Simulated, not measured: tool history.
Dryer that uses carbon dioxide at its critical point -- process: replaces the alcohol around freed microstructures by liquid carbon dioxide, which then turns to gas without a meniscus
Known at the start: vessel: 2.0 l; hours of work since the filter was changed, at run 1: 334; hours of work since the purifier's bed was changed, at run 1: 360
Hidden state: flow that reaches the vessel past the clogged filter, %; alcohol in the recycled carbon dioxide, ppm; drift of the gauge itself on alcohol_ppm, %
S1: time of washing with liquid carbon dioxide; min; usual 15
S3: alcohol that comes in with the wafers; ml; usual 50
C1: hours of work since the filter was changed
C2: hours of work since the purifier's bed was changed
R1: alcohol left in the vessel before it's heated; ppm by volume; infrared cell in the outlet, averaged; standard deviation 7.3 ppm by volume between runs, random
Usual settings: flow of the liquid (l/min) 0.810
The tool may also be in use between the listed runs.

Run 1, day 0.000: usual settings; C1 334; C2 360. Result: R1 535 ppm by volume.
Run 2, day 1.704: usual settings; C1 349; C2 376. Result: R1 557 ppm by volume.
Run 3, day 2.688: usual settings but flow of the liquid (l/min) 1.210; C1 358; C2 385. Result: R1 167 ppm by volume.
At day 3.654: inlet filter changed.
Run 4, day 4.996: usual settings but flow of the liquid (l/min) 1.210; C1 12; C2 405. Result: R1 146 ppm by volume.
Run 5, day 6.779: usual settings; C1 28; C2 421. Result: R1 464 ppm by volume.
Run 6, day 8.396: usual settings; C1 43; C2 435. Result: R1 477 ppm by volume.
Run 7, day 10.592: usual settings; C1 62; C2 455. Result: R1 484 ppm by volume.
Run 8, day 12.858: usual settings but flow of the liquid (l/min) 0.519; C1 83; C2 475. Result: R1 1879 ppm by volume.
Run 9, day 14.333: usual settings but flow of the liquid (l/min) 0.519; C1 96; C2 489. Result: R1 1920 ppm by volume.
Run 10, day 16.554: usual settings but S1 22 min, flow of the liquid (l/min) 0.759, S3 52 ml; C1 116; C2 509. Result: R1 217 ppm by volume.
Run 11, day 18.725: usual settings but S1 22 min, flow of the liquid (l/min) 0.759, S3 52 ml; C1 135; C2 528. Result: R1 233 ppm by volume.
Run 12, day 20.617: usual settings but S1 19 min, flow of the liquid (l/min) 0.675, S3 41 ml; C1 152; C2 545. Result: R1 399 ppm by volume.
Run 13, day 22.750: usual settings but S1 12 min, flow of the liquid (l/min) 0.594, S3 100 ml; C1 171; C2 564. Result: R1 4630 ppm by volume.
Run 14, day 23.808: usual settings but S1 12 min, flow of the liquid (l/min) 0.594, S3 100 ml; C1 181; C2 574. Result: R1 4654 ppm by volume.
Run 15, day 25.904: usual settings but S1 16 min, flow of the liquid (l/min) 1.045, S3 31 ml; C1 200; C2 592. Result: R1 216 ppm by volume.
Run 16, day 27.567: usual settings but S1 13 min, flow of the liquid (l/min) 1.271, S3 27 ml; C1 215; C2 607. Result: R1 200 ppm by volume.
Run 17, day 28.712: usual settings but S1 12 min, flow of the liquid (l/min) 1.271, S3 59 ml; C1 225; C2 618. Result: R1 323 ppm by volume.

A few steps of R1 between consecutive runs. Split each: what settings, incoming material and random variation would produce without the hidden state, and what is left over for the hidden state, along with gauge scatter present in only one of the two compared results (measured, and without hidden state):
Run 14 -> 15: S1 12 -> 16, flow of the liquid (l/min) 0.594 -> 1.045, S3 100 -> 31. R1 -4438 ppm by volume: hidden state -320, all else -4118.
